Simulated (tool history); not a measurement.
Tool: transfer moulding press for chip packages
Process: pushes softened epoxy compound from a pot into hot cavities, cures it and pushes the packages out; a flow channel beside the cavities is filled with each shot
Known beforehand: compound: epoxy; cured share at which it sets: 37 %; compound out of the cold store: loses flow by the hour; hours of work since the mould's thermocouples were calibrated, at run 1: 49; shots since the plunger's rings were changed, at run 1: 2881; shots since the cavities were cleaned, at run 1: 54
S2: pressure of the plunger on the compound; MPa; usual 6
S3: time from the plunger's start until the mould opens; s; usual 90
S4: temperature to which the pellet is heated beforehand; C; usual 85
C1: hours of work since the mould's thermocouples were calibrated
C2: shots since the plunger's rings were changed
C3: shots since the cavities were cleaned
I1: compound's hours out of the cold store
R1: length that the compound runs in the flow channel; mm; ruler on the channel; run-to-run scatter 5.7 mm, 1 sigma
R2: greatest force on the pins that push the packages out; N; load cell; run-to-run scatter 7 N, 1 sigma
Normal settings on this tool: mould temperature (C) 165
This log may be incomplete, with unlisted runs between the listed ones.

Run 1, hour 0: usual settings; C1 49; C2 2881; C3 54; I1 13.8. Result: R1 980 mm, R2 332 N.
At hour 6.2: plunger's sealing rings changed.
Run 2, hour 18.5: usual settings; C1 60; C2 158; C3 260; I1 9. Result: R1 1044 mm, R2 392 N.
Run 3, hour 34: usual settings but S4 93 C; C1 71; C2 356; C3 458; I1 20.3. Result: R1 970 mm, R2 432 N.
At hour 37.6: cavities cleaned with cleaning compound and waxed.
Run 4, hour 53.4: usual settings; C1 84; C2 585; C3 202; I1 25.4. Result: R1 960 mm, R2 403 N.
At hour 76.6: cavities cleaned with cleaning compound and waxed.
Run 5, hour 77.1: usual settings but S3 99 s; C1 100; C2 871; C3 7; I1 11.6. Result: R1 1022 mm, R2 268 N.
Run 6, hour 89.6: usual settings; C1 109; C2 1030; C3 166; I1 39.5. Result: R1 878 mm, R2 355 N.
Run 7, hour 111.9: usual settings; C1 125; C2 1316; C3 452; I1 28.6. Result: R1 928 mm, R2 440 N.
At hour 115.6: cavities cleaned with cleaning compound and waxed.
Run 8, hour 128.9: usual settings; C1 136; C2 1516; C3 171; I1 47.8. Result: R1 844 mm, R2 366 N.
Run 9, hour 140.1: usual settings but mould temperature (C) 166; C1 144; C2 1660; C3 315; I1 10.7. Result: R1 1012 mm, R2 390 N.
At hour 154.6: cavities cleaned with cleaning compound and waxed.
Run 10, hour 157.8: usual settings but mould temperature (C) 166; C1 155; C2 1868; C3 41; I1 32.3. Result: R1 909 mm, R2 298 N.
Run 11, hour 174.5: usual settings but mould temperature (C) 163; C1 167; C2 2081; C3 254; I1 47.8. Result: R1 845 mm, R2 410 N.
Run 12, hour 190.1: usual settings but mould temperature (C) 163; C1 178; C2 2282; C3 455; I1 24.9. Result: R1 946 mm, R2 477 N.
At hour 193.6: mould's thermocouples calibrated.
At hour 195.1: cavities cleaned with cleaning compound and waxed.
Run 13, hour 208.7: usual settings but mould temperature (C) 170; C1 10; C2 2475; C3 174; I1 12.9. Result: R1 975 mm, R2 322 N.
At hour 234.1: cavities cleaned with cleaning compound and waxed.
Run 14, hour 234.2: usual settings but S2 6.88 MPa; C1 27; C2 2783; C3 2; I1 16.8. Result: R1 1046 mm, R2 313 N.
At hour 247.9: plunger's sealing rings changed.
Run 15, hour 249.8: usual settings but mould temperature (C) 170, S2 4.81 MPa, S3 73 s, S4 77 C; C1 36; C2 26; C3 171; I1 9.3. Result: R1 914 mm, R2 423 N.
At hour 276.2: cavities cleaned with cleaning compound and waxed.
Run 16, hour 277: usual settings but mould temperature (C) 170, S2 5.87 MPa, S3 107 s, S4 77 C; C1 55; C2 355; C3 11; I1 44.8. Result: R1 848 mm, R2 256 N.
Run 17, hour 301.3: usual settings but mould temperature (C) 168, S2 5.34 MPa; C1 72; C2 666; C3 322; I1 43.4. Result: R1 807 mm, R2 385 N.
At hour 316.4: cavities cleaned with cleaning compound and waxed.
At hour 322.6: mould's thermocouples calibrated, once more.
Run 18, hour 328.2: usual settings but mould temperature (C) 168, S2 5.34 MPa; C1 4; C2 967; C3 125; I1 37.1. Result: R1 837 mm, R2 317 N.
Run 19, hour 342.1: usual settings but mould temperature (C) 168, S2 4.53 MPa; C1 14; C2 1145; C3 303; I1 11.8. Result: R1 862 mm, R2 371 N.
At hour 358.3: cavities cleaned with cleaning compound and waxed.
Run 20, hour 360.5: usual settings but mould temperature (C) 161, S2 5.44 MPa, S4 81 C; C1 26; C2 1362; C3 28; I1 23.5. Result: R1 927 mm, R2 389 N.
Run 21, hour 386.9: usual settings but S2 5.82 MPa, S3 93 s, S4 81 C; C1 45; C2 1700; C3 366; I1 32.9. Result: R1 901 mm, R2 410 N.
At hour 397.5: cavities cleaned with cleaning compound and waxed.
Run 22, hour 415: usual settings but S2 5.87 MPa, S3 75 s, S4 81 C; C1 64; C2 2042; C3 225; I1 25.7. Result: R1 929 mm, R2 537 N.
At hour 437.2: cavities cleaned with cleaning compound and waxed.
Run 23, hour 442.3: usual settings but S2 5.07 MPa, S4 90 C; C1 82; C2 2372; C3 64; I1 26.9. Result: R1 850 mm, R2 329 N.
Run 24, hour 457: usual settings but S2 7.29 MPa, S3 81 s; C1 93; C2 2562; C3 254; I1 38.5. Result: R1 966 mm, R2 455 N.
At hour 475.5: cavities cleaned with cleaning compound and waxed.
Run 25, hour 480.2: usual settings but S3 92 s; C1 108; C2 2840; C3 60; I1 17.4. Result: R1 975 mm, R2 319 N.
At hour 488.9: plunger's sealing rings changed.
Run 26, hour 500.9: usual settings but S3 92 s; C1 121; C2 154; C3 293; I1 32.9. Result: R1 936 mm, R2 379 N.
At hour 517.6: cavities cleaned with cleaning compound and waxed.
Run 27, hour 522.5: usual settings but S3 92 s; C1 135; C2 412; C3 63; I1 14.5. Result: R1 1018 mm, R2 334 N.

For each run, the measured value with the value that run would have given without the tool's hidden condition subtracted. The run-to-run variation is shared by both, the gauge scatter possibly not:
Hidden conditions of the tool in this case: true mould temperature over the reading, C; pressure that reaches the compound, % of what is set; grip of the stained cavities, % over clean ones'; drift of the gauge itself on flow_mm, %; drift of the gauge itself on push_out_n, %.
run   R1    R2
  1  -34   +24
  2   -2   +95
  3   -4  +141
  4   -6   +87
  5  -10   +10
  6  -10   +67
  7  -13  +147
  8  -14   +72
  9  -19  +111
 10  -18   +18
 11  -19  +100
 12  -23  +162
 13  -26   +66
 14  -31    +9
 15   +1   +82
 16   -3    +7
 17   -5  +107
 18   -8   +50
 19  -10  +103
 20  -13   +36
 21  -16  +128
 22  -20  +134
 23  -20   +35
 24  -26  +117
 25  -29   +33
 26   +0  +103
 27   -3   +32
